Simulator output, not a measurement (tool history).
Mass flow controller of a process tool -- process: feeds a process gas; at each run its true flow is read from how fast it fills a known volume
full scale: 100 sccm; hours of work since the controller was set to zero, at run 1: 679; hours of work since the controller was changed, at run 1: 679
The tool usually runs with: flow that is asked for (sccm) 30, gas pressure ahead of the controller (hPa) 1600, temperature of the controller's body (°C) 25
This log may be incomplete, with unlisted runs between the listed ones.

run,hour,flow that is asked for (sccm),gas pressure ahead of the controller (hPa),temperature of the controller's body (°C),hours of work since the controller was set to zero,hours of work since the controller was changed,true flow (%)
1,0,30,1600,25,679,679,97.72
2,58.2,30,1600,25,706,706,97.57
3,150.3,30,2480,25,748,748,97.32
4,204.8,30,2480,25,773,773,97.1
5,284.6,30,2480,25,810,810,96.82
6,366.8,30,1600,31,848,848,96.65
7,436.7,30,1600,31,880,880,96.42
8,526.1,30,1600,25,921,921,95.93
9,568.6,30,1600,25,941,941,95.67
10,620.1,30,1600,25,964,964,95.68
11,706.8,10,1600,25,1004,1004,94.63
12,781.9,10,1600,25,1039,1039,94.38
# hour 824.2: gauge calibrated
13,860.8,38,1600,25,1075,1075,97.64
14,909.4,30,1600,32,1097,1097,97.79
15,951.7,30,1600,32,1117,1117,97.65
16,1034.1,30,1600,32,1155,1155,97.2
17,1074.5,30,1600,25,1173,1173,96.8
18,1163.3,30,1600,25,1214,1214,96.51
19,1209.6,38,1600,25,1236,1236,96.69
20,1292.6,30,1600,25,1274,1274,96.09
21,1354.8,30,1600,25,1302,1302,95.85
22,1400.3,30,1600,26,1323,1323,95.75
23,1438.3,30,1600,25,1341,1341,95.64
24,1524.3,30,1600,25,1380,1380,95.43
25,1595.5,15,2660,25,1413,1413,94.68
26,1679.9,30,2130,23,1452,1452,94.74
27,1765,51,2550,25,1491,1491,95.16
28,1829.7,11,1450,25,1521,1521,93.66
29,1889.3,11,1450,25,1548,1548,93.5
30,1946.1,11,1450,34,1575,1575,93.69
31,1986,11,1450,34,1593,1593,93.48
# hour 2007.2: gauge calibrated
32,2060.3,30,1600,31,1627,1627,97.77
33,2130.3,30,1860,33,1659,1659,97.53

Run 34 comes next. What will it give?
34,2213.8,30,2420,25,1698,1698,?

{"run 34": {"true flow (%)": 97.14}}
Take away the tool's hidden state, keep the run-to-run variation as it was, and the same run would have given true flow (%) 97.86.
